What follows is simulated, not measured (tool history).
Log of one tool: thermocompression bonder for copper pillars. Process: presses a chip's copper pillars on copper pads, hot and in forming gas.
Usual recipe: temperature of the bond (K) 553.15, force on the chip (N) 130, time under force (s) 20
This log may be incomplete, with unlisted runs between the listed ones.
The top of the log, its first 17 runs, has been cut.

run	day	temperature of the bond (K)	force on the chip (N)	time under force (s)	force that shears a chip off (N)
18	9.188	553.15	130	11	49.4
19	9.812	553.15	130	11	49.2
20	10.346	553.15	130	11	51.6
21	11.025	553.15	140	20	61.2
22	11.621	553.15	140	20	59.7
23	12.167	553.15	129	26	62.5
# day 12.575: forming gas filter changed
24	12.938	553.15	81	26	48.7
25	13.654	553.15	81	26	49.1
26	14.092	581.15	193	23	87.6
27	14.850	559.15	181	22	78.2
# day 14.979: heater calibrated with a thermocouple chip
28	15.425	559.15	181	22	80.6
29	16.071	563.15	180	33	83.9
30	16.404	563.15	180	33	85.1
31	16.858	563.15	180	33	84.1
32	17.188	577.15	110	36	79.7
33	17.717	553.15	109	24	59.9
34	18.121	549.15	191	56	86.1
# day 18.404: heater calibrated with a thermocouple chip, once more
35	18.688	549.15	191	56	84.7
36	19.175	549.15	191	56	83.8
37	19.792	553.15	130	12	52.0
38	20.300	541.15	126	12	43.6
39	20.867	541.15	126	12	43.1
40	21.312	553.15	130	20	60.2
41	21.833	546.15	130	20	55.6

Each row is a separate what-if for the run after 41, all from the same tool condition, not one after another. Results?
A	22.525	564.15	130	12	?
B	22.525	546.15	159	20	?
C	22.525	546.15	130	45	?

run	force that shears a chip off (N)
A	57.0
B	65.4
C	67.9
Stripped of hidden state, with their random variation kept, the same runs would have yielded:
run	force that shears a chip off (N)
A	60.4
B	69.1
C	71.7
